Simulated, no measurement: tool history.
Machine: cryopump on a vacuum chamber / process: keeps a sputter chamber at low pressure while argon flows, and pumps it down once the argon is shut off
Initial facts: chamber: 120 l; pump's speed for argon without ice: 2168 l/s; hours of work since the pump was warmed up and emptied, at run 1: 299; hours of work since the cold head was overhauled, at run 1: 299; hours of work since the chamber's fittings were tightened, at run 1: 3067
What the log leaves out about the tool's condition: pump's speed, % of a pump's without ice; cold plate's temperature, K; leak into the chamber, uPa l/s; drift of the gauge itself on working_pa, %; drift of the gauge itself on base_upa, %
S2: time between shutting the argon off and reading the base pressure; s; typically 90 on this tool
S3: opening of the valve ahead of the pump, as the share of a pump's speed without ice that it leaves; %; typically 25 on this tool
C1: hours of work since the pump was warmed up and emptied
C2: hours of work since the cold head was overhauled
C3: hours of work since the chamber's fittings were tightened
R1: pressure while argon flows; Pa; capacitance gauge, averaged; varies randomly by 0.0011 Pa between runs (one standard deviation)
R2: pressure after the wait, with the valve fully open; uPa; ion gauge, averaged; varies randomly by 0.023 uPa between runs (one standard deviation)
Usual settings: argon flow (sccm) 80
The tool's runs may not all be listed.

Run 1, hour 0.0: usual settings; C1 299; C2 299; C3 3067. Result: R1 0.2566 Pa, R2 2.23 uPa.
Run 2, hour 10.9: usual settings; C1 304; C2 304; C3 3072. Result: R1 0.2564 Pa, R2 2.33 uPa.
Run 3, hour 18.8: usual settings; C1 308; C2 308; C3 3076. Result: R1 0.2573 Pa, R2 2.36 uPa.
Run 4, hour 27.0: usual settings; C1 312; C2 312; C3 3080. Result: R1 0.2571 Pa, R2 2.30 uPa.
Run 5, hour 44.4: usual settings; C1 321; C2 321; C3 3088. Result: R1 0.2577 Pa, R2 2.26 uPa.
Run 6, hour 60.8: usual settings but argon flow (sccm) 74; C1 329; C2 329; C3 3096. Result: R1 0.2384 Pa, R2 2.36 uPa.
Run 7, hour 70.6: usual settings; C1 333; C2 333; C3 3101. Result: R1 0.2572 Pa, R2 2.34 uPa.
Run 8, hour 87.6: usual settings but S3 18 %; C1 342; C2 342; C3 3109. Result: R1 0.3557 Pa, R2 2.27 uPa.
Run 9, hour 103.1: usual settings but S3 18 %; C1 349; C2 349; C3 3117. Result: R1 0.3552 Pa, R2 2.36 uPa.
Run 10, hour 110.2: usual settings but argon flow (sccm) 39, S3 18 %; C1 353; C2 353; C3 3120. Result: R1 0.1740 Pa, R2 2.32 uPa.
Run 11, hour 119.0: usual settings but argon flow (sccm) 39, S3 18 %; C1 357; C2 357; C3 3125. Result: R1 0.1744 Pa, R2 2.36 uPa.
Run 12, hour 133.2: usual settings; C1 364; C2 364; C3 3131. Result: R1 0.2591 Pa, R2 2.39 uPa.
Run 13, hour 148.2: usual settings; C1 371; C2 371; C3 3139. Result: R1 0.2586 Pa, R2 2.42 uPa.
Run 14, hour 157.6: usual settings but S2 31 s; C1 376; C2 376; C3 3143. Result: R1 0.2611 Pa, R2 3.66 uPa.
Run 15, hour 170.5: usual settings but S2 31 s; C1 382; C2 382; C3 3150. Result: R1 0.2602 Pa, R2 3.60 uPa.
Run 16, hour 179.3: usual settings but argon flow (sccm) 140; C1 386; C2 386; C3 3154. Result: R1 0.4546 Pa, R2 2.41 uPa.
Run 17, hour 192.3: usual settings but argon flow (sccm) 140; C1 393; C2 393; C3 3160. Result: R1 0.4530 Pa, R2 2.44 uPa.
Run 18, hour 201.0: usual settings but S2 258 s, S3 28 %; C1 397; C2 397; C3 3165. Result: R1 0.2318 Pa, R2 1.94 uPa.
Run 19, hour 211.5: usual settings but argon flow (sccm) 77; C1 402; C2 402; C3 3170. Result: R1 0.2487 Pa, R2 2.41 uPa.
Run 20, hour 218.8: usual settings but argon flow (sccm) 81, S2 158 s, S3 55 %; C1 406; C2 406; C3 3173. Result: R1 0.1259 Pa, R2 2.22 uPa.
Run 21, hour 226.6: usual settings but argon flow (sccm) 81, S2 158 s, S3 55 %; C1 410; C2 410; C3 3177. Result: R1 0.1258 Pa, R2 2.05 uPa.
Run 22, hour 242.7: usual settings but S2 108 s, S3 58 %; C1 417; C2 417; C3 3185. Result: R1 0.1186 Pa, R2 2.31 uPa.
Run 23, hour 251.7: usual settings but S3 33 %; C1 422; C2 422; C3 3189. Result: R1 0.2012 Pa, R2 2.45 uPa.
Run 24, hour 264.2: usual settings but S3 33 %; C1 428; C2 428; C3 3195. Result: R1 0.2002 Pa, R2 2.42 uPa.
Run 25, hour 276.1: usual settings but argon flow (sccm) 70, S3 24 %; C1 434; C2 434; C3 3201. Result: R1 0.2369 Pa, R2 2.44 uPa.
Run 26, hour 292.6: usual settings but argon flow (sccm) 44, S3 30 %; C1 442; C2 442; C3 3209. Result: R1 0.1209 Pa, R2 2.51 uPa.
Run 27, hour 300.1: usual settings but argon flow (sccm) 55, S2 214 s; C1 445; C2 445; C3 3213. Result: R1 0.1795 Pa, R2 2.10 uPa.
Run 28, hour 312.9: usual settings but argon flow (sccm) 45; C1 452; C2 452; C3 3219. Result: R1 0.1469 Pa, R2 2.54 uPa.
Run 29, hour 325.7: usual settings but argon flow (sccm) 45; C1 458; C2 458; C3 3225. Result: R1 0.1473 Pa, R2 2.53 uPa.
Run 30, hour 337.1: usual settings but argon flow (sccm) 45; C1 463; C2 463; C3 3231. Result: R1 0.1476 Pa, R2 2.46 uPa.
Run 31, hour 347.2: usual settings but argon flow (sccm) 45; C1 468; C2 468; C3 3236. Result: R1 0.1474 Pa, R2 2.53 uPa.
Run 32, hour 363.5: usual settings but argon flow (sccm) 69, S2 157 s, S3 33 %; C1 476; C2 476; C3 3244. Result: R1 0.1723 Pa, R2 2.19 uPa.
Run 33, hour 370.9: usual settings but argon flow (sccm) 76, S3 28 %; C1 480; C2 480; C3 3247. Result: R1 0.2228 Pa, R2 2.49 uPa.
Run 34, hour 386.3: usual settings but argon flow (sccm) 112, S2 70 s, S3 19 %; C1 487; C2 487; C3 3255. Result: R1 0.4791 Pa, R2 2.72 uPa.

Below, some changes in R1 between adjacent runs. For each, the amount present without the hidden state too (settings, incoming material, random variation) and the amount remaining for the hidden state with gauge scatter not shared by both compared results:
Run 15 -> 16: argon flow (sccm) 80 -> 140, S2 31 -> 90. R1 +0.1944 Pa: hidden state +0.0075, all else +0.1869.
Run 17 -> 18: argon flow (sccm) 140 -> 80, S2 90 -> 258, S3 25 -> 28. R1 -0.2212 Pa: hidden state -0.0073, all else -0.2139.
Run 33 -> 34: argon flow (sccm) 76 -> 112, S2 90 -> 70, S3 28 -> 19. R1 +0.2563 Pa: hidden state +0.0060, all else +0.2503.
